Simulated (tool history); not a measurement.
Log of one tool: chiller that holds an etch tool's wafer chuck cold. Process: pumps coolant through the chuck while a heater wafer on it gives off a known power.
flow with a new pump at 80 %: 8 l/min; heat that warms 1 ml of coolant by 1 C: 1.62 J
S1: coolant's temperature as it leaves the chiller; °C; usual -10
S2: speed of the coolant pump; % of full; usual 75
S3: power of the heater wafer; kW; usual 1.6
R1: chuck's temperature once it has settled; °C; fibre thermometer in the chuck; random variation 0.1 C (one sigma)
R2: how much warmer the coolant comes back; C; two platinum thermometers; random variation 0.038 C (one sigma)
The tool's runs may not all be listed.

run 1 hour=0 | S1=-10 S2=75 S3=1.6 | R1=8.1 R2=8.01
run 2 hour=76.7 | S1=-10 S2=75 S3=1.6 | R1=8.1 R2=8.08
run 3 hour=130.5 | S1=-10 S2=82 S3=1.6 | R1=7.1 R2=7.4
run 4 hour=169.6 | S1=-10 S2=82 S3=1.6 | R1=7.1 R2=7.37
run 5 hour=216 | S1=-2 S2=82 S3=1.6 | R1=14.9 R2=7.35
run 6 hour=292.7 | S1=-2 S2=82 S3=1.6 | R1=15.2 R2=7.34
run 7 hour=356.3 | S1=-10 S2=75 S3=2.344 | R1=16.8 R2=11.8
run 8 hour=399 | S1=-10 S2=75 S3=1.6 | R1=8.4 R2=8.05
run 9 hour=459.7 | S1=-10 S2=75 S3=1.6 | R1=8.3 R2=8.05
run 10 hour=514.8 | S1=-10 S2=75 S3=0.959 | R1=1.1 R2=4.9
run 11 hour=547.5 | S1=-10 S2=75 S3=1.677 | R1=9.4 R2=8.49
run 12 hour=600.4 | S1=-10 S2=75 S3=1.677 | R1=9.3 R2=8.36
-- hour=608 chiller's thermometer calibrated
run 13 hour=644.8 | S1=-20 S2=66 S3=1.677 | R1=1.3 R2=9.69
run 14 hour=683.1 | S1=-12 S2=60 S3=1.518 | R1=8.9 R2=9.83
run 15 hour=723.1 | S1=-12 S2=60 S3=0.939 | R1=0.8 R2=5.99
-- hour=789.7 chiller's thermometer calibrated, once more
run 16 hour=801.8 | S1=-12 S2=60 S3=0.939 | R1=1 R2=6.05
run 17 hour=865.1 | S1=-17 S2=75 S3=0.945 | R1=-6.1 R2=4.83
run 18 hour=936 | S1=-17 S2=75 S3=0.945 | R1=-6 R2=4.85
run 19 hour=968 | S1=-17 S2=75 S3=1.715 | R1=2.8 R2=8.83
run 20 hour=1001.7 | S1=-1 S2=75 S3=1.6 | R1=17.4 R2=8.14
run 21 hour=1039.8 | S1=-10 S2=75 S3=0.884 | R1=0.2 R2=4.53
run 22 hour=1115.5 | S1=-12 S2=75 S3=1.6 | R1=6.8 R2=8.18

Forecast run 23:
run 23 hour=1174.5 | S1=-2 S2=72 S3=2.105 | R1=? R2=?

R1: 23.3 °C
R2: 11.2 C
Without the tool's hidden state the same run would have given R1 20.9 °C, R2 10.84 C.
